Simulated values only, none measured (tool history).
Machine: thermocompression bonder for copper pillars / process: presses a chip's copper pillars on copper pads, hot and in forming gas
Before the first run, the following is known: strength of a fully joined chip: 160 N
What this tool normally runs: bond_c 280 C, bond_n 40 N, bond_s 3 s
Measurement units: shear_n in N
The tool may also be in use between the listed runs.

run	hour	bond_c	bond_n	bond_s	shear_n
1	0	280	40	3	69
2	34.1	280	40	3	70
3	50.9	280	40	3	70.3
4	71.1	280	40	3	72.4
5	98	280	40	3	69.3
6	128.9	290	40	3	75.4
7	153.4	290	40	3	76
8	178.9	290	40	3	75.1
9	194.5	290	40	5	90.6
10	225.2	290	31	3	59.9
11	259.6	290	31	3	59
12	287.1	290	31	3	57.4
13	318	303	31	2	55.5

A few steps of shear_n between consecutive runs. Split each: what settings, incoming material and random variation would produce without the hidden state, and what is left over for the hidden state, along with gauge scatter present in only one of the two compared results (measured, and without hidden state):
Hidden state present: true temperature of the bond over the reading, C; force that reaches the chip, % of what is set; oxide that the forming gas leaves, % of the face; drift of the gauge itself on shear_n, %.
Run 9 -> 10: bond_n 40 -> 31, bond_s 5 -> 3. shear_n -30.7 N: hidden state +1.4, all else -32.1.

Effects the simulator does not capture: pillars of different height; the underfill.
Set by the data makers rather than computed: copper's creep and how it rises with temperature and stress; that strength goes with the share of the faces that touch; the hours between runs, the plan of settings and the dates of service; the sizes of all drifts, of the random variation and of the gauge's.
